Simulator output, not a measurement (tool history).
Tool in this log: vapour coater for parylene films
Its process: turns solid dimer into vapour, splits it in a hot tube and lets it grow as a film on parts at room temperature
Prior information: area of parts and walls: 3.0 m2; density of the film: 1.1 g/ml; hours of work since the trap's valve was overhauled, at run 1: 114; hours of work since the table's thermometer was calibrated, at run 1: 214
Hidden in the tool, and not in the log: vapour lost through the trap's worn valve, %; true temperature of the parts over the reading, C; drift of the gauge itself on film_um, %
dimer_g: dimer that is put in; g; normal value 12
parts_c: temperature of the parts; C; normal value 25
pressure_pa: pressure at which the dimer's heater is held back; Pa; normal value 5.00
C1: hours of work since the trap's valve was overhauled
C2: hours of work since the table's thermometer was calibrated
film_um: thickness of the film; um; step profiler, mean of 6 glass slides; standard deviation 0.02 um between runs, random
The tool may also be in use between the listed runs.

{"run": 1, "hour": 0.0, "dimer_g": 12, "parts_c": 25, "pressure_pa": 5.0, "C1": 114, "C2": 214, "film_um": 2.51}
{"run": 2, "hour": 15.4, "dimer_g": 12, "parts_c": 25, "pressure_pa": 5.0, "C1": 125, "C2": 225, "film_um": 2.48}
{"run": 3, "hour": 23.6, "dimer_g": 12, "parts_c": 20, "pressure_pa": 5.0, "C1": 131, "C2": 231, "film_um": 3.03}
{"run": 4, "hour": 30.1, "dimer_g": 12, "parts_c": 20, "pressure_pa": 5.0, "C1": 135, "C2": 235, "film_um": 3.08}
{"run": 5, "hour": 44.7, "dimer_g": 12, "parts_c": 20, "pressure_pa": 5.0, "C1": 145, "C2": 246, "film_um": 3.04}
{"run": 6, "hour": 56.3, "dimer_g": 12, "parts_c": 20, "pressure_pa": 5.0, "C1": 153, "C2": 254, "film_um": 3.06}
{"run": 7, "hour": 64.8, "dimer_g": 12, "parts_c": 20, "pressure_pa": 5.0, "C1": 159, "C2": 260, "film_um": 3.01}
{"run": 8, "hour": 72.5, "dimer_g": 12, "parts_c": 25, "pressure_pa": 11.31, "C1": 165, "C2": 265, "film_um": 2.06}
{"run": 9, "hour": 79.5, "dimer_g": 13, "parts_c": 34, "pressure_pa": 11.31, "C1": 170, "C2": 270, "film_um": 1.55}
{"run": 10, "hour": 88.6, "dimer_g": 7, "parts_c": 23, "pressure_pa": 9.52, "C1": 176, "C2": 276, "film_um": 1.34}
{"run": 11, "hour": 103.8, "dimer_g": 12, "parts_c": 25, "pressure_pa": 11.32, "C1": 187, "C2": 287, "film_um": 2.05}
{"run": 12, "hour": 111.2, "dimer_g": 9, "parts_c": 25, "pressure_pa": 8.01, "C1": 192, "C2": 292, "film_um": 1.61}
{"run": 13, "hour": 120.5, "dimer_g": 11, "parts_c": 25, "pressure_pa": 2.49, "C1": 198, "C2": 299, "film_um": 2.57}
{"run": 14, "hour": 134.4, "dimer_g": 7, "parts_c": 25, "pressure_pa": 2.89, "C1": 208, "C2": 308, "film_um": 1.57}
{"run": 15, "hour": 142.1, "dimer_g": 9, "parts_c": 34, "pressure_pa": 2.16, "C1": 213, "C2": 314, "film_um": 1.47}
{"run": 16, "hour": 149.1, "dimer_g": 12, "parts_c": 31, "pressure_pa": 7.96, "C1": 218, "C2": 319, "film_um": 1.71}

3 options for the next run, each taken on its own from the tool as it stands now. Forecast them:
{"run": "A", "hour": 157.1, "dimer_g": 17, "parts_c": 31, "pressure_pa": 7.96, "C1": 224, "C2": 324, "film_um": "?"}
{"run": "B", "hour": 157.1, "dimer_g": 10, "parts_c": 25, "pressure_pa": 3.73, "C1": 224, "C2": 324, "film_um": "?"}
{"run": "C", "hour": 157.1, "dimer_g": 12, "parts_c": 20, "pressure_pa": 7.43, "C1": 224, "C2": 324, "film_um": "?"}

run=A film_um=2.45
run=B film_um=2.14
run=C film_um=2.75
What these runs would have given with no unlogged condition in the tool:
run=A film_um=2.53
run=B film_um=2.22
run=C film_um=2.84
